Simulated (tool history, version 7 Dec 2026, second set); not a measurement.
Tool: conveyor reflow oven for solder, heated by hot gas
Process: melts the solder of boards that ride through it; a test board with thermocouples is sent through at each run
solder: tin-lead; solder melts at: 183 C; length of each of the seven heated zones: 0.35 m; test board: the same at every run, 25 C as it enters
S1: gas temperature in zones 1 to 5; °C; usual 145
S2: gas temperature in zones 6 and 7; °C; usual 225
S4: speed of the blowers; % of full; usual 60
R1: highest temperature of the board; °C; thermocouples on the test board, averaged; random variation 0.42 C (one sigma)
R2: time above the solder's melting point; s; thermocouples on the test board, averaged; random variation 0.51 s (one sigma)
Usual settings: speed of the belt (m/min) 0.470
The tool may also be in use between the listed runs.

run 1 hour=0.0 | S1=145 S2=225 speed_of_the_belt_(m/min)=0.470 S4=60 | R1=210.4 R2=65.5
run 2 hour=27.4 | S1=145 S2=225 speed_of_the_belt_(m/min)=0.470 S4=60 | R1=210.5 R2=65.1
run 3 hour=48.9 | S1=145 S2=225 speed_of_the_belt_(m/min)=0.470 S4=60 | R1=210.8 R2=64.5
run 4 hour=76.4 | S1=145 S2=225 speed_of_the_belt_(m/min)=0.470 S4=60 | R1=211.2 R2=63.6
run 5 hour=107.3 | S1=145 S2=225 speed_of_the_belt_(m/min)=0.470 S4=60 | R1=210.9 R2=64.2
run 6 hour=147.9 | S1=145 S2=225 speed_of_the_belt_(m/min)=0.470 S4=60 | R1=209.7 R2=64.6
run 7 hour=169.9 | S1=145 S2=218 speed_of_the_belt_(m/min)=0.470 S4=66 | R1=204.6 R2=58.6
run 8 hour=211.3 | S1=130 S2=225 speed_of_the_belt_(m/min)=0.470 S4=66 | R1=209.1 R2=55.7
run 9 hour=230.7 | S1=130 S2=225 speed_of_the_belt_(m/min)=0.470 S4=66 | R1=208.8 R2=56.1
-- hour=248.2 flux residue cleaned out of gas plates and filters
run 10 hour=257.4 | S1=143 S2=234 speed_of_the_belt_(m/min)=0.554 S4=78 | R1=219.0 R2=60.8

Forecast each of these 4 alternatives for the next run:
run A hour=298.9 | S1=139 S2=234 speed_of_the_belt_(m/min)=0.554 S4=89 | R1=? R2=?
run B hour=298.9 | S1=145 S2=214 speed_of_the_belt_(m/min)=0.398 S4=60 | R1=? R2=?
run C hour=298.9 | S1=145 S2=225 speed_of_the_belt_(m/min)=0.494 S4=60 | R1=? R2=?
run D hour=298.9 | S1=145 S2=225 speed_of_the_belt_(m/min)=0.543 S4=60 | R1=? R2=?

run=A R1=220.1 R2=60.5
run=B R1=206.0 R2=73.8
run=C R1=210.5 R2=62.3
run=D R1=208.5 R2=53.2
Without the tool's hidden state the same runs would have given:
run=A R1=220.0 R2=59.3
run=B R1=205.8 R2=72.1
run=C R1=210.2 R2=60.8
run=D R1=208.2 R2=51.9
